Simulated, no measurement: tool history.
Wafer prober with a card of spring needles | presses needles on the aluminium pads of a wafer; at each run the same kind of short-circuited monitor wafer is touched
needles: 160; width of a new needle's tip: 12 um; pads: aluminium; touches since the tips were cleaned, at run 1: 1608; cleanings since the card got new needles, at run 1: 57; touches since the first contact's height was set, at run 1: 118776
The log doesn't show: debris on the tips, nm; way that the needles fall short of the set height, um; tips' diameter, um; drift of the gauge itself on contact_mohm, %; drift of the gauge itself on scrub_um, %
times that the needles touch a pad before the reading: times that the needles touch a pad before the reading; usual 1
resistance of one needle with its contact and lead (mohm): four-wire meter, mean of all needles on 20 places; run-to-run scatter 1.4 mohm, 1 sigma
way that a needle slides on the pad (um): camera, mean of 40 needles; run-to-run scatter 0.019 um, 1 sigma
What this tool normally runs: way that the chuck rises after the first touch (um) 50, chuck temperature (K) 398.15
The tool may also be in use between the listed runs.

run   hour  way that the chuck rises after the first touch (um)  chuck temperature (K)  times that the needles touch a pad before the reading  touches since the tips were cleaned  cleanings since the card got new needles  touches since the first contact's height was set  resistance of one needle with its contact and lead (mohm)  way that a needle slides on the pad (um)
  1    0.0                                                   50                 398.15                                                      1                                 1608                                        57                                            118776                                                        116                                     13.61
       8.8  -- tips cleaned on abrasive film
  2   11.0                                                   50                 398.15                                                      1                                 1309                                        58                                            125298                                                        117                                     13.57
      20.9  -- tips cleaned on abrasive film
  3   27.2                                                   50                 398.15                                                      1                                 3743                                        59                                            134892                                                        115                                     13.60
      32.7  -- tips cleaned on abrasive film
      37.8  -- height of the first contact set anew
      44.2  -- tips cleaned on abrasive film
  4   44.7                                                   50                 398.15                                                      1                                  328                                        61                                              4097                                                        116                                     13.60
      55.3  -- tips cleaned on abrasive film
  5   60.4                                                   50                 398.15                                                      1                                 3044                                        62                                             13372                                                        116                                     13.57
      66.8  -- tips cleaned on abrasive film
      78.0  -- tips cleaned on abrasive film
  6   81.6                                                   61                 398.15                                                      2                                 2198                                        64                                             25936                                                        113                                     16.56
      88.8  -- tips cleaned on abrasive film
  7   97.8                                                   38                 390.15                                                      2                                 5409                                        65                                             35534                                                        117                                     10.33
      99.5  -- tips cleaned on abrasive film
     110.7  -- tips cleaned on abrasive film
  8  115.5                                                   38                 390.15                                                      2                                 2889                                        67                                             45966                                                        117                                     10.32
     121.1  -- tips cleaned on abrasive film
     131.6  -- tips cleaned on abrasive film
  9  134.6                                                   48                 398.15                                                      2                                 1757                                        69                                             57228                                                        117                                     13.04

Run 10 is up next; what results do you expect?
     143.1  -- tips cleaned on abrasive film
 10  144.4                                                   62                 302.15                                                      2                                  736                                        70                                             62996                                                          ?                                         ?

Run 10 produced resistance of one needle with its contact and lead (mohm) 101, way that a needle slides on the pad (um) 16.81.
If the tool had no hidden condition, the same run with the same run-to-run variation would have returned resistance of one needle with its contact and lead (mohm) 101, way that a needle slides on the pad (um) 16.84.
